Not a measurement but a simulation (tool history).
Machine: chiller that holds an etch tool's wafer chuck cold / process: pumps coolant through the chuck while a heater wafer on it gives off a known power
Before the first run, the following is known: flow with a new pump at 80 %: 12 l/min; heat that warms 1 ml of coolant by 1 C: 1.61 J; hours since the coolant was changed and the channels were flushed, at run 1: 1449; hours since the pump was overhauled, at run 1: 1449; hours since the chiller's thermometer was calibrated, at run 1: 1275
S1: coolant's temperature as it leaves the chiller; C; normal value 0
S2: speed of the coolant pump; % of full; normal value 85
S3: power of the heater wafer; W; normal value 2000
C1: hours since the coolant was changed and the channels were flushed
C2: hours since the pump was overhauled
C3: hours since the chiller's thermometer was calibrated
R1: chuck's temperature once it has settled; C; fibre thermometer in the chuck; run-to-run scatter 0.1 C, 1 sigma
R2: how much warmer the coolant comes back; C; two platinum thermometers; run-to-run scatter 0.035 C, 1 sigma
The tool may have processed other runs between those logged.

| run | day | S1 | S2 | S3 | C1 | C2 | C3 | R1 | R2 |
|---|---|---|---|---|---|---|---|---|---|
| 1 | 0.000 | 0 | 85 | 2000 | 1449 | 1449 | 1275 | 17.8 | 6.10 |
| 2 | 5.012 | 0 | 80 | 2000 | 1569 | 1569 | 1395 | 18.7 | 6.42 |
| 3 | 8.067 | 0 | 80 | 2000 | 1643 | 1643 | 1469 | 19.0 | 6.44 |
| 4 | 10.550 | 0 | 73 | 2000 | 1702 | 1702 | 1528 | 20.4 | 7.09 |
| 5 | 15.208 | 0 | 85 | 2000 | 1814 | 1814 | 1640 | 18.2 | 6.12 |
| 6 | 18.662 | 0 | 85 | 2000 | 1897 | 1897 | 1723 | 18.3 | 6.09 |
| 7 | 22.762 | 3 | 66 | 2000 | 1995 | 1995 | 1821 | 25.7 | 7.89 |
| 8 | 26.221 | 3 | 66 | 2000 | 2078 | 2078 | 1904 | 25.9 | 7.86 |
| 9 | 29.129 | 3 | 66 | 2000 | 2148 | 2148 | 1974 | 26.0 | 7.83 |
| 10 | 33.500 | 0 | 76 | 2000 | 2253 | 2253 | 2079 | 20.5 | 6.91 |
| 11 | 36.367 | 0 | 85 | 1547 | 2322 | 2322 | 2148 | 14.7 | 4.73 |

Pick out some run-to-run changes in R1. Of each, how much would a tool without hidden state show as well, from the settings, what came in and chance, and how much is left for the hidden state and any gauge scatter not in both results compared?
Hidden state present: heat passed by the chuck's channels, % of clean ones'; flow at a given pump speed, % of a new pump's; coolant's true temperature over the reading, C; drift of the gauge itself on chuck_c, C; drift of the gauge itself on warmer_back_c, C.
Run 6 -> 7: S1 0 -> 3, S2 85 -> 66. R1 +7.4 C: hidden state +0.6, all else +6.8.
Run 10 -> 11: S2 76 -> 85, S3 2000 -> 1547. R1 -5.8 C: hidden state -0.7, all else -5.1.
